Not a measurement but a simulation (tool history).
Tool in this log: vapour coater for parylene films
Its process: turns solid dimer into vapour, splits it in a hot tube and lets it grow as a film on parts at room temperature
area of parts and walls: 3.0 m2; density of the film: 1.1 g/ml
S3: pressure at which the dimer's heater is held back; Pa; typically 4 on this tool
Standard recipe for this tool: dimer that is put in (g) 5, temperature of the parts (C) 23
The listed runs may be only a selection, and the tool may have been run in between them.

run 1 day=0 | dimer_that_is_put_in_(g)=5 temperature_of_the_parts_(C)=23 S3=4 | thickness_of_the_film_(µm)=0.779
run 2 day=0.442 | dimer_that_is_put_in_(g)=5 temperature_of_the_parts_(C)=23 S3=4 | thickness_of_the_film_(µm)=0.777
run 3 day=0.854 | dimer_that_is_put_in_(g)=5 temperature_of_the_parts_(C)=23 S3=4 | thickness_of_the_film_(µm)=0.779
run 4 day=1.588 | dimer_that_is_put_in_(g)=5 temperature_of_the_parts_(C)=23 S3=4 | thickness_of_the_film_(µm)=0.784
run 5 day=2.038 | dimer_that_is_put_in_(g)=5 temperature_of_the_parts_(C)=23 S3=4 | thickness_of_the_film_(µm)=0.778
run 6 day=2.725 | dimer_that_is_put_in_(g)=5 temperature_of_the_parts_(C)=26 S3=4 | thickness_of_the_film_(µm)=0.734
run 7 day=3.471 | dimer_that_is_put_in_(g)=5 temperature_of_the_parts_(C)=26 S3=4 | thickness_of_the_film_(µm)=0.739
run 8 day=3.825 | dimer_that_is_put_in_(g)=5 temperature_of_the_parts_(C)=26 S3=4 | thickness_of_the_film_(µm)=0.743
run 9 day=4.454 | dimer_that_is_put_in_(g)=5 temperature_of_the_parts_(C)=23 S3=5.56 | thickness_of_the_film_(µm)=0.756
run 10 day=5.246 | dimer_that_is_put_in_(g)=5 temperature_of_the_parts_(C)=23 S3=5.56 | thickness_of_the_film_(µm)=0.765
run 11 day=5.908 | dimer_that_is_put_in_(g)=5 temperature_of_the_parts_(C)=23 S3=5.56 | thickness_of_the_film_(µm)=0.755
run 12 day=6.317 | dimer_that_is_put_in_(g)=6 temperature_of_the_parts_(C)=23 S3=4 | thickness_of_the_film_(µm)=0.931
run 13 day=7.142 | dimer_that_is_put_in_(g)=8 temperature_of_the_parts_(C)=23 S3=4 | thickness_of_the_film_(µm)=1.245
run 14 day=7.608 | dimer_that_is_put_in_(g)=8 temperature_of_the_parts_(C)=23 S3=4 | thickness_of_the_film_(µm)=1.253
run 15 day=8.275 | dimer_that_is_put_in_(g)=8 temperature_of_the_parts_(C)=18 S3=4 | thickness_of_the_film_(µm)=1.366
run 16 day=8.988 | dimer_that_is_put_in_(g)=8 temperature_of_the_parts_(C)=18 S3=4 | thickness_of_the_film_(µm)=1.36
run 17 day=9.85 | dimer_that_is_put_in_(g)=5 temperature_of_the_parts_(C)=23 S3=4 | thickness_of_the_film_(µm)=0.783
run 18 day=10.554 | dimer_that_is_put_in_(g)=5 temperature_of_the_parts_(C)=23 S3=4 | thickness_of_the_film_(µm)=0.78
run 19 day=11.429 | dimer_that_is_put_in_(g)=3 temperature_of_the_parts_(C)=23 S3=4 | thickness_of_the_film_(µm)=0.468
run 20 day=12.3 | dimer_that_is_put_in_(g)=5 temperature_of_the_parts_(C)=23 S3=4 | thickness_of_the_film_(µm)=0.773
run 21 day=12.858 | dimer_that_is_put_in_(g)=6 temperature_of_the_parts_(C)=23 S3=2.23 | thickness_of_the_film_(µm)=0.968
run 22 day=13.525 | dimer_that_is_put_in_(g)=5 temperature_of_the_parts_(C)=22 S3=6.36 | thickness_of_the_film_(µm)=0.782
run 23 day=14.2 | dimer_that_is_put_in_(g)=5 temperature_of_the_parts_(C)=22 S3=6.36 | thickness_of_the_film_(µm)=0.766
run 24 day=14.962 | dimer_that_is_put_in_(g)=4 temperature_of_the_parts_(C)=23 S3=2.78 | thickness_of_the_film_(µm)=0.639
run 25 day=15.429 | dimer_that_is_put_in_(g)=5 temperature_of_the_parts_(C)=27 S3=4 | thickness_of_the_film_(µm)=0.734
run 26 day=16.133 | dimer_that_is_put_in_(g)=5 temperature_of_the_parts_(C)=17 S3=4 | thickness_of_the_film_(µm)=0.868
run 27 day=16.804 | dimer_that_is_put_in_(g)=5 temperature_of_the_parts_(C)=17 S3=4 | thickness_of_the_film_(µm)=0.864
run 28 day=17.612 | dimer_that_is_put_in_(g)=8 temperature_of_the_parts_(C)=29 S3=4.78 | thickness_of_the_film_(µm)=1.118
run 29 day=18.079 | dimer_that_is_put_in_(g)=2 temperature_of_the_parts_(C)=32 S3=2.78 | thickness_of_the_film_(µm)=0.276
run 30 day=18.85 | dimer_that_is_put_in_(g)=4 temperature_of_the_parts_(C)=32 S3=4.53 | thickness_of_the_film_(µm)=0.537
run 31 day=19.317 | dimer_that_is_put_in_(g)=2 temperature_of_the_parts_(C)=19 S3=4.11 | thickness_of_the_film_(µm)=0.332
run 32 day=19.892 | dimer_that_is_put_in_(g)=8 temperature_of_the_parts_(C)=20 S3=4 | thickness_of_the_film_(µm)=1.314
run 33 day=20.708 | dimer_that_is_put_in_(g)=8 temperature_of_the_parts_(C)=20 S3=3.95 | thickness_of_the_film_(µm)=1.312
run 34 day=21.325 | dimer_that_is_put_in_(g)=5 temperature_of_the_parts_(C)=20 S3=6.81 | thickness_of_the_film_(µm)=0.799
run 35 day=21.858 | dimer_that_is_put_in_(g)=2 temperature_of_the_parts_(C)=27 S3=4 | thickness_of_the_film_(µm)=0.291
run 36 day=22.612 | dimer_that_is_put_in_(g)=2 temperature_of_the_parts_(C)=27 S3=4 | thickness_of_the_film_(µm)=0.287
run 37 day=23.017 | dimer_that_is_put_in_(g)=6 temperature_of_the_parts_(C)=27 S3=4 | thickness_of_the_film_(µm)=0.874
run 38 day=23.679 | dimer_that_is_put_in_(g)=6 temperature_of_the_parts_(C)=27 S3=4 | thickness_of_the_film_(µm)=0.868
run 39 day=24.525 | dimer_that_is_put_in_(g)=5 temperature_of_the_parts_(C)=27 S3=2.16 | thickness_of_the_film_(µm)=0.758

Here are 5 independent what-if runs from the current tool condition. What would each one return?
run A day=24.95 | dimer_that_is_put_in_(g)=6 temperature_of_the_parts_(C)=29 S3=8.15 | thickness_of_the_film_(µm)=?
run B day=24.95 | dimer_that_is_put_in_(g)=4 temperature_of_the_parts_(C)=27 S3=4 | thickness_of_the_film_(µm)=?
run C day=24.95 | dimer_that_is_put_in_(g)=5 temperature_of_the_parts_(C)=16 S3=2.16 | thickness_of_the_film_(µm)=?
run D day=24.95 | dimer_that_is_put_in_(g)=6 temperature_of_the_parts_(C)=31 S3=4.71 | thickness_of_the_film_(µm)=?
run E day=24.95 | dimer_that_is_put_in_(g)=3 temperature_of_the_parts_(C)=27 S3=2.16 | thickness_of_the_film_(µm)=?

run=A thickness_of_the_film_(µm)=0.812
run=B thickness_of_the_film_(µm)=0.59
run=C thickness_of_the_film_(µm)=0.911
run=D thickness_of_the_film_(µm)=0.808
run=E thickness_of_the_film_(µm)=0.454
Stripped of hidden state, with their random variation kept, the same runs would have yielded:
run=A thickness_of_the_film_(µm)=0.813
run=B thickness_of_the_film_(µm)=0.59
run=C thickness_of_the_film_(µm)=0.912
run=D thickness_of_the_film_(µm)=0.808
run=E thickness_of_the_film_(µm)=0.454
